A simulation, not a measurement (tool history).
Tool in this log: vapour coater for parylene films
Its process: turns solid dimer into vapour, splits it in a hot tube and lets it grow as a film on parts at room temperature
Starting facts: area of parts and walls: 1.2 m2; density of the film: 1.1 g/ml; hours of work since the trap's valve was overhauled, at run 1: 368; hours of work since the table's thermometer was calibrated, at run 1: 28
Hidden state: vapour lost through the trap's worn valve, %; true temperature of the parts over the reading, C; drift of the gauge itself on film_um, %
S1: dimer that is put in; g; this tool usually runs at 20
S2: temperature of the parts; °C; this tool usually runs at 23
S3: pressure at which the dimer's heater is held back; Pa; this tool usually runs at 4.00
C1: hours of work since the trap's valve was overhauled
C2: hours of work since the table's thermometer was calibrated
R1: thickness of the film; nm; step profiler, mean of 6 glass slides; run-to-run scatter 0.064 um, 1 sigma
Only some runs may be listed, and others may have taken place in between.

| run | day | S1 | S2 | S3 | C1 | C2 | R1 |
|---|---|---|---|---|---|---|---|
| 1 | 0.000 | 20 | 23 | 4.00 | 368 | 28 | 7620 |
| 2 | 1.404 | 20 | 23 | 4.00 | 387 | 47 | 7560 |
| 3 | 3.492 | 20 | 23 | 4.00 | 415 | 75 | 7530 |
| 4 | 5.808 | 20 | 23 | 4.00 | 446 | 106 | 7570 |
| 5 | 7.242 | 20 | 23 | 7.17 | 465 | 125 | 6920 |
| 6 | 9.283 | 20 | 23 | 7.17 | 492 | 152 | 7080 |
| 7 | 10.662 | 20 | 23 | 7.17 | 511 | 171 | 7090 |
| 8 | 12.471 | 20 | 23 | 4.00 | 535 | 195 | 7600 |
|  | 13.721 | trap's valve overhauled |
| 9 | 15.017 | 20 | 28 | 4.00 | 17 | 227 | 6500 |
| 10 | 16.092 | 20 | 28 | 4.00 | 32 | 241 | 6470 |
| 11 | 17.525 | 16 | 28 | 4.00 | 51 | 260 | 5170 |
| 12 | 19.650 | 20 | 23 | 6.00 | 79 | 289 | 7380 |
| 13 | 21.892 | 20 | 23 | 4.00 | 109 | 319 | 7680 |
| 14 | 23.125 | 20 | 23 | 4.00 | 126 | 335 | 7610 |
| 15 | 25.396 | 20 | 23 | 4.00 | 156 | 366 | 7650 |
| 16 | 27.654 | 14 | 23 | 4.00 | 186 | 396 | 5300 |
| 17 | 29.162 | 19 | 23 | 4.00 | 207 | 416 | 7230 |
| 18 | 30.242 | 19 | 23 | 4.00 | 221 | 431 | 7320 |
| 19 | 31.396 | 19 | 23 | 4.00 | 236 | 446 | 7260 |
| 20 | 32.912 | 20 | 23 | 4.00 | 257 | 466 | 7620 |
| 21 | 34.254 | 20 | 23 | 4.00 | 275 | 484 | 7540 |
| 22 | 35.604 | 20 | 23 | 4.00 | 293 | 502 | 7570 |
| 23 | 37.979 | 20 | 23 | 2.26 | 325 | 534 | 8280 |
| 24 | 38.975 | 20 | 23 | 4.00 | 338 | 547 | 7680 |
| 25 | 40.604 | 17 | 17 | 5.35 | 360 | 569 | 7480 |
| 26 | 42.304 | 22 | 25 | 2.95 | 382 | 592 | 8090 |
| 27 | 43.771 | 22 | 25 | 2.95 | 402 | 612 | 8130 |
| 28 | 44.912 | 22 | 23 | 2.95 | 417 | 627 | 8750 |
| 29 | 46.692 | 19 | 19 | 4.00 | 441 | 651 | 8290 |
| 30 | 48.079 | 19 | 19 | 10.21 | 460 | 669 | 7220 |
| 31 | 49.338 | 10 | 23 | 4.68 | 477 | 686 | 3780 |
| 32 | 51.200 | 20 | 28 | 7.69 | 502 | 711 | 5890 |
| 33 | 52.571 | 13 | 29 | 4.15 | 520 | 729 | 4090 |
| 34 | 54.638 | 13 | 29 | 4.15 | 548 | 757 | 3990 |
|  | 54.996 | trap's valve overhauled |
| 35 | 56.308 | 31 | 24 | 4.00 | 18 | 777 | 11580 |
| 36 | 57.479 | 20 | 30 | 4.00 | 33 | 793 | 6170 |
| 37 | 58.983 | 36 | 32 | 2.78 | 53 | 813 | 10740 |
| 38 | 60.917 | 23 | 29 | 4.00 | 79 | 839 | 7200 |
| 39 | 62.692 | 24 | 26 | 3.59 | 103 | 862 | 8360 |
| 40 | 63.871 | 24 | 26 | 3.59 | 119 | 878 | 8360 |
| 41 | 66.096 | 24 | 26 | 3.59 | 149 | 908 | 8370 |
| 42 | 67.783 | 20 | 25 | 4.29 | 171 | 931 | 7130 |
| 43 | 69.562 | 9 | 23 | 3.43 | 195 | 954 | 3510 |
| 44 | 71.900 | 9 | 23 | 3.43 | 226 | 986 | 3580 |
| 45 | 73.058 | 11 | 18 | 4.00 | 242 | 1001 | 4900 |
| 46 | 75.333 | 11 | 18 | 4.00 | 272 | 1032 | 4970 |
| 47 | 76.683 | 11 | 20 | 4.20 | 290 | 1050 | 4590 |

Entry by entry between the runs, the difference in hidden state between the last listed run before and the first listed run after:
Runs 8 to 9: trap's valve overhauled (day 13.721)
  vapour lost through the trap's worn valve, %: 0.6 -> 0
Runs 34 to 35: trap's valve overhauled (day 54.996)
  vapour lost through the trap's worn valve, %: 0.6 -> 0
